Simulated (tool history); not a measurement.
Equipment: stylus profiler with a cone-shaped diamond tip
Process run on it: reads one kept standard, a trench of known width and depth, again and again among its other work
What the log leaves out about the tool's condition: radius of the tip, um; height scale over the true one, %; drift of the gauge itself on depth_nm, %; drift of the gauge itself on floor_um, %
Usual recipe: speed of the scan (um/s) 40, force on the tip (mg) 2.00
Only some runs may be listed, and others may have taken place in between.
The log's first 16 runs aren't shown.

run     day  speed of the scan (um/s)  force on the tip (mg)  scans with this tip  hours of work since the height scale was calibrated  depth of the trench (angstrom)  width of the trench's floor (nm)
 17  27.321                        76                   2.00                 4111                                                  494                          1012.8                             28390
 18  28.996                        76                   2.00                 4290                                                  515                          1012.7                             28440
 19  30.967                        40                   5.85                 4501                                                  541                          1024.8                             28640
 20  33.025                        40                   5.85                 4721                                                  567                          1026.7                             28650
 21  35.483                        40                   5.85                 4984                                                  599                          1025.8                             28630
 22  37.867                        40                   2.00                 5240                                                  630                          1012.4                             28590
 23  40.217                        40                   2.00                 5491                                                  660                          1012.6                             28630
 24  41.346                        11                   0.81                 5612                                                  674                          1006.6                             28650
 25  43.188                        11                   0.81                 5809                                                  698                          1006.6                             28650
 26  44.279                        11                   0.81                 5926                                                  712                          1007.4                             28680
 27  46.667                        75                   1.46                 6182                                                  743                          1010.2                             28350
 28  48.379                        19                   3.00                 6365                                                  765                          1015.2                             28660
 29  50.608                        19                   3.00                 6604                                                  793                          1017.5                             28650
 30  51.833                        19                   3.00                 6735                                                  809                          1016.4                             28690

What does the tool deliver on the next run?
 31  53.354                        20                   2.72                 6897                                                  829                               ?                                 ?

depth of the trench (angstrom): 1015.6
width of the trench's floor (nm): 28700
Without the tool's hidden state the same run would have given depth of the trench (angstrom) 1015.7, width of the trench's floor (nm) 28700.
